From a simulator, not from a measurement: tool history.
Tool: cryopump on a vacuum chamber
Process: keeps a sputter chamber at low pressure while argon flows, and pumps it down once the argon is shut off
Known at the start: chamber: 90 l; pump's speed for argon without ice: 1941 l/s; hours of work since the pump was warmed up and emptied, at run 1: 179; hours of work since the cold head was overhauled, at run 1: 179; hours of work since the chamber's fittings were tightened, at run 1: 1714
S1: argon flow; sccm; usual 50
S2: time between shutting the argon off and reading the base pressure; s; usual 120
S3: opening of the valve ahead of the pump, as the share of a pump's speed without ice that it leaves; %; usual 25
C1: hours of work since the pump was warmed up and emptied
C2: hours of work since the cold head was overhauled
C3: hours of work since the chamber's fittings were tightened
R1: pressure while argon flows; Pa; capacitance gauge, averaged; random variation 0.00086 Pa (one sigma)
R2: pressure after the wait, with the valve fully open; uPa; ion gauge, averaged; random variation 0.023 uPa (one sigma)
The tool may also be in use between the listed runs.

Run 1, hour 0: usual settings; C1 179; C2 179; C3 1714. Result: R1 0.1784 Pa, R2 1.81 uPa.
Run 2, hour 24.3: usual settings; C1 198; C2 198; C3 1732. Result: R1 0.1784 Pa, R2 1.85 uPa.
Run 3, hour 58.4: usual settings but S2 21 s; C1 224; C2 224; C3 1758. Result: R1 0.1781 Pa, R2 4.6 uPa.
Run 4, hour 109.5: usual settings but S2 21 s; C1 263; C2 263; C3 1797. Result: R1 0.1797 Pa, R2 4.6 uPa.
Run 5, hour 152.6: usual settings; C1 296; C2 296; C3 1830. Result: R1 0.1815 Pa, R2 2.05 uPa.
Run 6, hour 182: usual settings; C1 318; C2 318; C3 1853. Result: R1 0.1806 Pa, R2 2.05 uPa.
Run 7, hour 226.9: usual settings; C1 352; C2 352; C3 1887. Result: R1 0.1821 Pa, R2 2.11 uPa.
Run 8, hour 254.2: usual settings; C1 373; C2 373; C3 1908. Result: R1 0.1817 Pa, R2 2.06 uPa.
Run 9, hour 298.3: usual settings; C1 407; C2 407; C3 1941. Result: R1 0.1815 Pa, R2 2.19 uPa.
Run 10, hour 356: usual settings but S1 61 sccm; C1 451; C2 451; C3 1985. Result: R1 0.2262 Pa, R2 2.28 uPa.
Run 11, hour 405.8: usual settings but S1 61 sccm; C1 489; C2 489; C3 2023. Result: R1 0.2257 Pa, R2 2.23 uPa.
Run 12, hour 443.9: usual settings but S1 61 sccm; C1 518; C2 518; C3 2053. Result: R1 0.2278 Pa, R2 2.33 uPa.
Run 13, hour 471.1: usual settings but S1 61 sccm; C1 539; C2 539; C3 2073. Result: R1 0.226 Pa, R2 2.43 uPa.
Run 14, hour 510.7: usual settings; C1 569; C2 569; C3 2103. Result: R1 0.1867 Pa, R2 2.43 uPa.
At hour 532.5: pump warmed up, emptied and cooled again.
Run 15, hour 561: usual settings but S3 47 %; C1 22; C2 604; C3 2138. Result: R1 0.0937 Pa, R2 2.11 uPa.
Run 16, hour 586.5: usual settings but S2 33 s, S3 47 %; C1 41; C2 623; C3 2158. Result: R1 0.093 Pa, R2 3.51 uPa.
Run 17, hour 626.1: usual settings but S2 33 s, S3 47 %; C1 71; C2 653; C3 2188. Result: R1 0.0953 Pa, R2 3.52 uPa.
Run 18, hour 679.5: usual settings but S3 41 %; C1 112; C2 694; C3 2228. Result: R1 0.109 Pa, R2 2.17 uPa.
Run 19, hour 732.1: usual settings but S1 25 sccm, S3 23 %; C1 152; C2 734; C3 2269. Result: R1 0.0968 Pa, R2 2.26 uPa.
Run 20, hour 762.8: usual settings but S1 25 sccm, S3 23 %; C1 176; C2 757; C3 2292. Result: R1 0.0971 Pa, R2 2.26 uPa.
Run 21, hour 807.1: usual settings but S1 97 sccm, S2 289 s, S3 17 %; C1 209; C2 791; C3 2326. Result: R1 0.5058 Pa, R2 1.99 uPa.
Run 22, hour 839.3: usual settings but S1 33 sccm, S3 31 %; C1 234; C2 816; C3 2350. Result: R1 0.0962 Pa, R2 2.47 uPa.
Run 23, hour 869.1: usual settings but S2 54 s, S3 19 %; C1 257; C2 839; C3 2373. Result: R1 0.2334 Pa, R2 2.99 uPa.
Run 24, hour 909.5: usual settings but S1 42 sccm, S2 54 s, S3 30 %; C1 288; C2 869; C3 2404. Result: R1 0.1266 Pa, R2 3.07 uPa.
Run 25, hour 951.1: usual settings but S1 23 sccm, S2 112 s, S3 30 %; C1 319; C2 901; C3 2436. Result: R1 0.0691 Pa, R2 2.54 uPa.
Run 26, hour 999.8: usual settings but S1 23 sccm, S2 112 s, S3 30 %; C1 357; C2 938; C3 2473. Result: R1 0.07 Pa, R2 2.59 uPa.
Run 27, hour 1035.5: usual settings but S1 89 sccm, S2 80 s; C1 384; C2 966; C3 2500. Result: R1 0.327 Pa, R2 2.77 uPa.
Run 28, hour 1089.2: usual settings but S1 26 sccm; C1 425; C2 1007; C3 2541. Result: R1 0.0966 Pa, R2 2.72 uPa.
Run 29, hour 1118.7: usual settings but S1 26 sccm; C1 447; C2 1029; C3 2564. Result: R1 0.0964 Pa, R2 2.69 uPa.
Run 30, hour 1168.5: usual settings but S1 94 sccm, S2 65 s, S3 17 %; C1 485; C2 1067; C3 2602. Result: R1 0.5033 Pa, R2 3.18 uPa.
Run 31, hour 1209: usual settings but S1 51 sccm, S2 135 s, S3 16 %; C1 516; C2 1098; C3 2633. Result: R1 0.2887 Pa, R2 2.85 uPa.
Run 32, hour 1252.6: usual settings but S1 31 sccm, S2 243 s, S3 45 %; C1 549; C2 1131; C3 2666. Result: R1 0.0693 Pa, R2 2.52 uPa.
At hour 1298.7: pump warmed up, emptied and cooled again.
Run 33, hour 1307: usual settings but S1 31 sccm, S2 243 s, S3 45 %; C1 6; C2 1169; C3 2703. Result: R1 0.0607 Pa, R2 2.13 uPa.

3 ways to go on from here, each from the tool as it stands after run 33. What would each give?
Run A, hour 1360.6: usual settings but S1 41 sccm; C1 47; C2 1210; C3 2744. Result: R1 ?, R2 ?.
Run B, hour 1360.6: usual settings but S3 33 %; C1 47; C2 1210; C3 2744. Result: R1 ?, R2 ?.
Run C, hour 1360.6: usual settings but S2 25 s, S3 17 %; C1 47; C2 1210; C3 2744. Result: R1 ?, R2 ?.

run      R1    R2
  A  0.1432  2.43
  B  0.1341  2.47
  C  0.2589  4.54
Without the tool's hidden state the same runs would have given:
run      R1    R2
  A  0.1417  0.67
  B  0.1323  0.69
  C   0.257  2.77
